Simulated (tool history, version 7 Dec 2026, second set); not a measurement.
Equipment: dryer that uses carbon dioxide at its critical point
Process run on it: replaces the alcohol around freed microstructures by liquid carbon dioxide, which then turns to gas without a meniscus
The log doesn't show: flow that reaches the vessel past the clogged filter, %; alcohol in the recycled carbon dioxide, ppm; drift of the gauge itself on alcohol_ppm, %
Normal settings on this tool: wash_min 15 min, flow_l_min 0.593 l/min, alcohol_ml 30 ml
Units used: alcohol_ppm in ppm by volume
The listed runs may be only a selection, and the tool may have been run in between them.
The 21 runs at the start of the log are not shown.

run    hour  wash_min  flow_l_min  alcohol_ml  hours of work since the filter was changed  hours of work since the purifier's bed was changed  alcohol_ppm
 22   602.8        15       0.593          30                                         139                                                 630           43
 23   632.6        12       0.688         103                                         148                                                 640          138
 24   652.3        16       0.809         103                                         155                                                 646           37
 25   684.0        14       0.578          40                                         165                                                 656           89
 26   721.5        15       0.593          42                                         177                                                 668           69
 27   752.1        15       0.593          42                                         187                                                 678           64
      777.7  -- inlet filter changed
 28   784.1        10       0.879          31                                           2                                                 688           56
 29   802.8        17       0.593          46                                           8                                                 694           56
 30   822.8        15       0.432         118                                          14                                                 700          401
 31   838.1        23       0.668          38                                          19                                                 705           45
 32   868.4        11       0.760          98                                          29                                                 715          115
 33   905.5        11       0.760          98                                          41                                                 727          116
 34   926.4        12       0.613         105                                          48                                                 733          216
 35   953.7        12       0.613         105                                          56                                                 742          215
 36   977.6        12       0.525          72                                          64                                                 750          340
 37  1006.8        14       0.724          28                                          73                                                 759           46
 38  1029.5        14       0.407          25                                          81                                                 767          215
 39  1054.5        15       0.440          26                                          89                                                 775          131
 40  1078.8        15       0.440          26                                          97                                                 782          129
 41  1102.0        15       0.426          36                                         104                                                 790          198
 42  1120.1        22       0.400          58                                         110                                                 796           67
 43  1136.7        17       0.696          73                                         115                                                 801           51

Branching from run 43: 5 alternative next runs. What would each branch give?
  A  1171.8        12       0.967          72                                         126                                                 812            ?
  B  1171.8        15       0.593         108                                         126                                                 812            ?
  C  1171.8        11       0.939         117                                         126                                                 812            ?
  D  1171.8        14       0.805          30                                         126                                                 812            ?
  E  1171.8        15       0.683          30                                         126                                                 812            ?

run  alcohol_ppm
  A           49
  B           92
  C           68
  D           54
  E           55
Without the tool's hidden state the same runs would have given:
run  alcohol_ppm
  A            8
  B           34
  C           21
  D           13
  E           14

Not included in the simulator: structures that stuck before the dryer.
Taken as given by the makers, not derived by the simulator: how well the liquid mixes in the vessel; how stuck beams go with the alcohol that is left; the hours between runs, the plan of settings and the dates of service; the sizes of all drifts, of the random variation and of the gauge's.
